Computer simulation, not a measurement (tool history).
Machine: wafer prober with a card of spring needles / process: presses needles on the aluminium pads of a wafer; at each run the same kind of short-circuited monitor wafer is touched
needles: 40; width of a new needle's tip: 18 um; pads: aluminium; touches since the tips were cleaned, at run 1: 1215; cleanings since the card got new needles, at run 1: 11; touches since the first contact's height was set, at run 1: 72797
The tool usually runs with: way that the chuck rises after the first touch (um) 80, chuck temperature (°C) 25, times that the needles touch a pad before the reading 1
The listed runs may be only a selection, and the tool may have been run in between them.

| run | hour | way that the chuck rises after the first touch (um) | chuck temperature (°C) | times that the needles touch a pad before the reading | touches since the tips were cleaned | cleanings since the card got new needles | touches since the first contact's height was set | resistance of one needle with its contact and lead (mohm) | way that a needle slides on the pad (um) |
|---|---|---|---|---|---|---|---|---|---|
| 1 | 0 | 80 | 25 | 1 | 1215 | 11 | 72797 | 200 | 13.85 |
|  | 15.6 | tips cleaned on abrasive film |
| 2 | 17.6 | 62 | 25 | 1 | 672 | 12 | 78592 | 203 | 10.74 |
| 3 | 31.9 | 62 | 25 | 1 | 5405 | 12 | 83325 | 204 | 10.7 |
|  | 34.2 | tips cleaned on abrasive film |
| 4 | 42.6 | 80 | 84 | 1 | 2762 | 13 | 86841 | 215 | 13.88 |
|  | 52.6 | tips cleaned on abrasive film |
| 5 | 60.3 | 80 | 84 | 1 | 2545 | 14 | 92674 | 214 | 13.71 |
|  | 71.3 | tips cleaned on abrasive film |
| 6 | 77.8 | 80 | 84 | 1 | 2154 | 15 | 98438 | 213 | 13.76 |
|  | 90.3 | tips cleaned on abrasive film |
| 7 | 92.9 | 68 | 25 | 1 | 887 | 16 | 103428 | 200 | 11.74 |
|  | 108.6 | tips cleaned on abrasive film |
| 8 | 108.6 | 68 | 25 | 1 | 0 | 17 | 108573 | 202 | 11.64 |
| 9 | 123.2 | 68 | 61 | 1 | 4845 | 17 | 113418 | 211 | 11.68 |
|  | 127.2 | tips cleaned on abrasive film |
| 10 | 132.7 | 80 | 25 | 1 | 1841 | 18 | 116551 | 203 | 13.79 |
|  | 145.6 | tips cleaned on abrasive film |
| 11 | 146.7 | 80 | 25 | 1 | 367 | 19 | 121141 | 203 | 13.67 |
| 12 | 163 | 80 | 25 | 1 | 5766 | 19 | 126540 | 198 | 13.73 |
|  | 164.6 | tips cleaned on abrasive film |
|  | 173.9 | height of the first contact set anew |
| 13 | 175.6 | 80 | 25 | 1 | 3554 | 20 | 567 | 200 | 13.59 |
|  | 184.4 | tips cleaned on abrasive film |
| 14 | 185.5 | 80 | 25 | 2 | 347 | 21 | 3807 | 200 | 13.72 |
| 15 | 198.9 | 80 | 25 | 2 | 4794 | 21 | 8254 | 201 | 13.61 |
|  | 203.5 | tips cleaned on abrasive film |
| 16 | 208.5 | 80 | 25 | 1 | 1655 | 22 | 11393 | 201 | 13.58 |
| 17 | 218.6 | 80 | 43 | 1 | 5022 | 22 | 14760 | 204 | 13.7 |
|  | 221.8 | tips cleaned on abrasive film |
| 18 | 230.1 | 80 | 47 | 1 | 2760 | 23 | 18522 | 208 | 13.58 |
|  | 239.9 | gauge calibrated |
|  | 240 | tips cleaned on abrasive film |
| 19 | 244.3 | 83 | 77 | 2 | 1421 | 24 | 23203 | 212 | 14.42 |
| 20 | 257.1 | 100 | 39 | 3 | 5647 | 24 | 27429 | 200 | 17.38 |
|  | 259.3 | tips cleaned on abrasive film |
| 21 | 264.8 | 78 | 25 | 2 | 1821 | 25 | 29948 | 199 | 13.48 |
| 22 | 277.3 | 78 | 25 | 2 | 5958 | 25 | 34085 | 199 | 13.48 |
|  | 278.4 | tips cleaned on abrasive film |
| 23 | 295.3 | 94 | 52 | 3 | 5605 | 26 | 40025 | 206 | 16.21 |
|  | 296.9 | tips cleaned on abrasive film |
| 24 | 306.2 | 94 | 52 | 3 | 3094 | 27 | 43609 | 207 | 16.16 |
|  | 315.3 | tips cleaned on abrasive film |
| 25 | 319.4 | 94 | 52 | 3 | 1362 | 28 | 47957 | 205 | 16.18 |
| 26 | 333.2 | 91 | 26 | 3 | 5944 | 28 | 52539 | 196 | 15.65 |
|  | 334.1 | tips cleaned on abrasive film |
| 27 | 348.3 | 67 | 26 | 3 | 4709 | 29 | 57501 | 206 | 11.53 |
|  | 353.2 | tips cleaned on abrasive film |
| 28 | 357.3 | 67 | 26 | 3 | 1365 | 30 | 60437 | 203 | 11.49 |
|  | 372.9 | tips cleaned on abrasive film |
| 29 | 373.7 | 67 | 26 | 3 | 251 | 31 | 65833 | 203 | 11.45 |
| 30 | 386.5 | 72 | 99 | 3 | 4518 | 31 | 70100 | 220 | 12.41 |
|  | 392.2 | tips cleaned on abrasive film |
| 31 | 405.2 | 61 | 104 | 1 | 4286 | 32 | 76242 | 225 | 10.4 |
|  | 410.9 | tips cleaned on abrasive film |
| 32 | 419 | 61 | 53 | 1 | 2679 | 33 | 80800 | 212 | 10.41 |

5 options for the next run, each taken on its own from the tool as it stands now. Forecast them:
| A | 427.4 | 61 | 69 | 1 | 5464 | 33 | 83585 | ? | ? |
| B | 427.4 | 80 | 67 | 1 | 5464 | 33 | 83585 | ? | ? |
| C | 427.4 | 61 | 69 | 2 | 5464 | 33 | 83585 | ? | ? |
| D | 427.4 | 91 | 111 | 1 | 5464 | 33 | 83585 | ? | ? |
| E | 427.4 | 93 | 53 | 1 | 5464 | 33 | 83585 | ? | ? |

| run | resistance of one needle with its contact and lead (mohm) | way that a needle slides on the pad (um) |
|---|---|---|
| A | 215 | 10.41 |
| B | 208 | 13.61 |
| C | 213 | 10.43 |
| D | 217 | 15.55 |
| E | 201 | 15.82 |
Had the tool no hidden state, the same runs would have come out as:
| run | resistance of one needle with its contact and lead (mohm) | way that a needle slides on the pad (um) |
|---|---|---|
| A | 214 | 10.56 |
| B | 207 | 13.8 |
| C | 212 | 10.58 |
| D | 217 | 15.77 |
| E | 200 | 16.05 |

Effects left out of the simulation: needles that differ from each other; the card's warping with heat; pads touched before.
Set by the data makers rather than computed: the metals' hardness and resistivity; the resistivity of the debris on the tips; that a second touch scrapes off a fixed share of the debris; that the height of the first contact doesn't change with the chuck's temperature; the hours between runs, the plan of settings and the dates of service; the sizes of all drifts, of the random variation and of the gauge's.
